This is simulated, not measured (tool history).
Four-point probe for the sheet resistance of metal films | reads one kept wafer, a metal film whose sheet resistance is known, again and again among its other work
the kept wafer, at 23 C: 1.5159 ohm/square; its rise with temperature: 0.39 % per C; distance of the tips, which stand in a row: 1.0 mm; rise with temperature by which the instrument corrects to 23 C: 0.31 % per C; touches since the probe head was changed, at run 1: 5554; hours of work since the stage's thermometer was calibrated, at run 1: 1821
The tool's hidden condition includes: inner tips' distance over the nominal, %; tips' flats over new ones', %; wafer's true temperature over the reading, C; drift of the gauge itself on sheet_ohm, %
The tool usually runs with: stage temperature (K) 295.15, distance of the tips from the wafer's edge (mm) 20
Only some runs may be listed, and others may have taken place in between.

| run | hour | stage temperature (K) | distance of the tips from the wafer's edge (mm) | touches since the probe head was changed | hours of work since the stage's thermometer was calibrated | sheet resistance as the instrument gives it (ohm/square) |
|---|---|---|---|---|---|---|
| 1 | 0.0 | 295.15 | 20 | 5554 | 1821 | 1.524212 |
| 2 | 37.5 | 295.15 | 20 | 5994 | 1837 | 1.524321 |
| 3 | 91.0 | 295.15 | 18 | 6622 | 1860 | 1.525556 |
| 4 | 129.5 | 295.15 | 18 | 7073 | 1877 | 1.525344 |
| 5 | 161.4 | 295.15 | 18 | 7447 | 1891 | 1.524697 |
| 6 | 203.7 | 295.15 | 18 | 7943 | 1909 | 1.524611 |
| 7 | 237.8 | 295.15 | 20 | 8342 | 1924 | 1.524714 |
| 8 | 269.7 | 295.15 | 20 | 8717 | 1938 | 1.524653 |
| 9 | 317.2 | 295.15 | 20 | 9275 | 1958 | 1.524452 |
| 10 | 358.1 | 295.15 | 22 | 9753 | 1976 | 1.523507 |
| 11 | 387.7 | 295.15 | 22 | 10101 | 1989 | 1.524533 |
| 12 | 410.6 | 295.15 | 28 | 10369 | 1998 | 1.523377 |
| 13 | 459.9 | 295.15 | 28 | 10948 | 2020 | 1.523902 |
| 14 | 509.7 | 295.15 | 28 | 11532 | 2041 | 1.524128 |
| 15 | 533.6 | 295.15 | 28 | 11812 | 2052 | 1.523908 |
| 16 | 584.5 | 295.15 | 20 | 12409 | 2074 | 1.524763 |
| 17 | 632.2 | 295.15 | 20 | 12968 | 2094 | 1.524864 |
| 18 | 659.9 | 291.15 | 20 | 13294 | 2106 | 1.520360 |
| 19 | 695.7 | 291.15 | 20 | 13714 | 2122 | 1.520822 |
| 20 | 723.7 | 291.15 | 7 | 14042 | 2134 | 1.535080 |
| 21 | 772.0 | 291.15 | 7 | 14609 | 2155 | 1.534750 |
| 22 | 799.1 | 291.15 | 7 | 14926 | 2166 | 1.534633 |
| 23 | 851.8 | 301.15 | 38 | 15544 | 2189 | 1.531183 |
|  | 855.1 | stage's thermometer calibrated |
| 24 | 900.1 | 308.15 | 40 | 16105 | 19 | 1.539108 |
| 25 | 953.8 | 308.15 | 40 | 16735 | 43 | 1.538853 |
| 26 | 981.8 | 301.15 | 10 | 17063 | 55 | 1.538808 |
| 27 | 1030.8 | 301.15 | 10 | 17638 | 76 | 1.538815 |
| 28 | 1083.8 | 295.15 | 8 | 18259 | 99 | 1.536102 |
| 29 | 1132.2 | 305.15 | 31 | 18828 | 120 | 1.535828 |
|  | 1140.3 | stage's thermometer calibrated, once more |
| 30 | 1158.9 | 305.15 | 31 | 19135 | 8 | 1.533821 |
| 31 | 1194.2 | 297.15 | 20 | 19549 | 23 | 1.525786 |
| 32 | 1220.9 | 303.15 | 20 | 19862 | 35 | 1.533508 |
| 33 | 1263.1 | 300.15 | 47 | 20356 | 53 | 1.528313 |
| 34 | 1300.7 | 297.15 | 4 | 20798 | 69 | 1.573915 |
| 35 | 1337.8 | 292.15 | 5 | 21233 | 85 | 1.550263 |
| 36 | 1374.8 | 306.15 | 5 | 21667 | 101 | 1.566901 |
| 37 | 1411.6 | 306.15 | 5 | 22098 | 117 | 1.567207 |
| 38 | 1433.2 | 302.15 | 5 | 22351 | 127 | 1.562494 |
| 39 | 1484.3 | 302.15 | 5 | 22951 | 149 | 1.562535 |
| 40 | 1537.9 | 297.15 | 54 | 23580 | 172 | 1.525095 |
| 41 | 1566.4 | 297.15 | 54 | 23914 | 184 | 1.525035 |
| 42 | 1612.8 | 303.15 | 27 | 24458 | 204 | 1.532747 |
| 43 | 1647.6 | 298.15 | 29 | 24866 | 219 | 1.526597 |
| 44 | 1699.7 | 293.15 | 74 | 25478 | 242 | 1.520484 |

Below are 4 alternative next runs, each starting from the tool's condition after run 44. Predict each:
| A | 1729.3 | 291.15 | 37 | 25824 | 254 | ? |
| B | 1729.3 | 295.15 | 12 | 25824 | 254 | ? |
| C | 1729.3 | 299.15 | 17 | 25824 | 254 | ? |
| D | 1729.3 | 294.15 | 62 | 25824 | 254 | ? |

| run | sheet resistance as the instrument gives it (ohm/square) |
|---|---|
| A | 1.517915 |
| B | 1.528198 |
| C | 1.529459 |
| D | 1.520929 |
With the hidden condition removed and each run's random variation left untouched, the same runs would have given:
| run | sheet resistance as the instrument gives it (ohm/square) |
|---|---|
| A | 1.510375 |
| B | 1.520617 |
| C | 1.521878 |
| D | 1.513380 |

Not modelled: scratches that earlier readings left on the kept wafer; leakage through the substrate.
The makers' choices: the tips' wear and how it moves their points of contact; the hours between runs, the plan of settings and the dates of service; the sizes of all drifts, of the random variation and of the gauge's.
